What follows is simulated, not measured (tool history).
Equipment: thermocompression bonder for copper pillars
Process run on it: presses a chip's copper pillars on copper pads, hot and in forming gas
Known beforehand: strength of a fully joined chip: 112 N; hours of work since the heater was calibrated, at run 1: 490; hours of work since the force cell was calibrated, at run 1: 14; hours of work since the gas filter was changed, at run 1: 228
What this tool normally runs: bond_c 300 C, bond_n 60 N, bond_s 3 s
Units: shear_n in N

| run | day | bond_c | bond_n | bond_s | hours of work since the heater was calibrated | hours of work since the force cell was calibrated | hours of work since the gas filter was changed | shear_n |
|---|---|---|---|---|---|---|---|---|
| 1 | 0.000 | 300 | 60 | 3 | 490 | 14 | 228 | 52.0 |
| 2 | 0.333 | 300 | 60 | 3 | 494 | 19 | 232 | 52.2 |
| 3 | 0.504 | 300 | 60 | 3 | 496 | 21 | 234 | 52.0 |
| 4 | 0.783 | 300 | 60 | 3 | 499 | 24 | 238 | 51.9 |
| 5 | 1.125 | 300 | 60 | 3 | 504 | 28 | 242 | 52.0 |
| 6 | 1.362 | 300 | 60 | 3 | 506 | 31 | 245 | 52.2 |
|  | 1.488 | forming gas filter changed |
| 7 | 1.708 | 300 | 60 | 3 | 510 | 35 | 3 | 54.5 |
| 8 | 1.879 | 300 | 60 | 3 | 512 | 37 | 5 | 54.5 |
| 9 | 2.108 | 300 | 60 | 3 | 515 | 40 | 8 | 54.5 |
| 10 | 2.279 | 300 | 60 | 3 | 517 | 42 | 10 | 53.9 |
| 11 | 2.579 | 300 | 64 | 3 | 521 | 46 | 13 | 57.7 |
| 12 | 2.867 | 300 | 60 | 4 | 524 | 49 | 17 | 59.6 |
| 13 | 3.150 | 300 | 60 | 4 | 528 | 53 | 20 | 59.8 |
| 14 | 3.433 | 300 | 60 | 4 | 531 | 56 | 24 | 60.0 |
| 15 | 3.683 | 300 | 60 | 4 | 534 | 59 | 27 | 59.8 |
| 16 | 4.083 | 327 | 60 | 3 | 539 | 64 | 32 | 73.1 |
| 17 | 4.275 | 327 | 60 | 3 | 542 | 66 | 34 | 73.3 |
| 18 | 4.646 | 327 | 87 | 3 | 546 | 71 | 38 | 93.0 |
| 19 | 5.025 | 300 | 60 | 3 | 551 | 75 | 43 | 54.2 |
| 20 | 5.204 | 294 | 60 | 3 | 553 | 78 | 45 | 49.6 |
| 21 | 5.554 | 298 | 38 | 7 | 557 | 82 | 50 | 44.8 |
| 22 | 5.771 | 298 | 38 | 7 | 560 | 85 | 52 | 44.7 |
| 23 | 6.058 | 280 | 58 | 2 | 563 | 88 | 56 | 33.0 |
| 24 | 6.408 | 328 | 50 | 7 | 568 | 92 | 60 | 80.4 |
| 25 | 6.671 | 273 | 62 | 2 | 571 | 95 | 63 | 31.4 |
| 26 | 6.842 | 321 | 54 | 3 | 573 | 98 | 65 | 63.1 |

Predict the results of run 27:
| 27 | 7.117 | 289 | 79 | 8 | 576 | 101 | 69 | ? |

shear_n: 79.8 N
With no hidden state in the tool, this same run would have given shear_n 76.6 N.
